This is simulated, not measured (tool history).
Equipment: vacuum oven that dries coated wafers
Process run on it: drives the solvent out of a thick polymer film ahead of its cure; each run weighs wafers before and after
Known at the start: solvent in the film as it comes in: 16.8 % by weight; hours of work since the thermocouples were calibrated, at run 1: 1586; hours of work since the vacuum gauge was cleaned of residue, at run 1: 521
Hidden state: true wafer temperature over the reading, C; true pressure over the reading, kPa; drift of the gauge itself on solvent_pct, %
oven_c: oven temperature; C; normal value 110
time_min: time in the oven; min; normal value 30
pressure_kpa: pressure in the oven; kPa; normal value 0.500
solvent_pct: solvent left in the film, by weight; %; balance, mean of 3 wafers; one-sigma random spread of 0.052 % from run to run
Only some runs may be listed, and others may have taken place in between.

| run | day | oven_c | time_min | pressure_kpa | hours of work since the thermocouples were calibrated | hours of work since the vacuum gauge was cleaned of residue | solvent_pct |
|---|---|---|---|---|---|---|---|
| 1 | 0.000 | 110 | 30 | 0.500 | 1586 | 521 | 2.18 |
| 2 | 4.150 | 110 | 30 | 0.500 | 1640 | 574 | 2.20 |
| 3 | 7.075 | 110 | 30 | 0.500 | 1678 | 612 | 2.15 |
| 4 | 10.725 | 110 | 25 | 0.500 | 1725 | 659 | 2.92 |
|  | 12.329 | oven's thermocouples calibrated |
| 5 | 13.912 | 110 | 25 | 0.500 | 21 | 700 | 3.46 |
| 6 | 17.100 | 107 | 30 | 0.500 | 62 | 741 | 3.20 |
| 7 | 20.179 | 107 | 30 | 0.500 | 102 | 781 | 3.14 |
| 8 | 23.683 | 107 | 30 | 0.500 | 147 | 826 | 3.20 |
| 9 | 26.167 | 110 | 19 | 0.500 | 179 | 858 | 4.63 |
|  | 26.421 | vacuum gauge cleaned of residue and calibrated |
| 10 | 28.854 | 110 | 19 | 0.500 | 213 | 31 | 4.84 |
| 11 | 31.200 | 110 | 19 | 0.500 | 243 | 62 | 4.61 |
| 12 | 33.325 | 110 | 19 | 0.500 | 271 | 89 | 4.79 |
| 13 | 36.029 | 110 | 41 | 0.530 | 306 | 124 | 1.93 |
| 14 | 39.754 | 119 | 30 | 0.328 | 354 | 173 | 1.64 |
| 15 | 43.350 | 96 | 51 | 0.752 | 401 | 219 | 3.96 |
| 16 | 46.425 | 96 | 51 | 0.752 | 440 | 259 | 3.93 |
|  | 49.071 | vacuum gauge cleaned of residue and calibrated, once more |
| 17 | 49.417 | 96 | 51 | 0.321 | 478 | 4 | 2.38 |
| 18 | 52.062 | 96 | 45 | 1.822 | 513 | 39 | 5.00 |
| 19 | 54.271 | 109 | 27 | 0.401 | 541 | 67 | 2.81 |
| 20 | 56.746 | 122 | 32 | 0.644 | 573 | 99 | 1.04 |
| 21 | 60.192 | 122 | 32 | 0.644 | 618 | 144 | 0.93 |
| 22 | 62.004 | 110 | 17 | 0.957 | 641 | 167 | 5.10 |

4 options for the next run, each taken on its own from the tool as it stands now. Forecast them:
| A | 64.175 | 118 | 33 | 0.500 | 669 | 195 | ? |
| B | 64.175 | 110 | 30 | 0.327 | 669 | 195 | ? |
| C | 64.175 | 118 | 20 | 1.849 | 669 | 195 | ? |
| D | 64.175 | 108 | 30 | 0.451 | 669 | 195 | ? |

| run | solvent_pct |
|---|---|
| A | 1.15 |
| B | 2.15 |
| C | 3.65 |
| D | 2.49 |
What these runs would have given with no unlogged condition in the tool:
| run | solvent_pct |
|---|---|
| A | 1.25 |
| B | 2.36 |
| C | 3.94 |
| D | 2.71 |
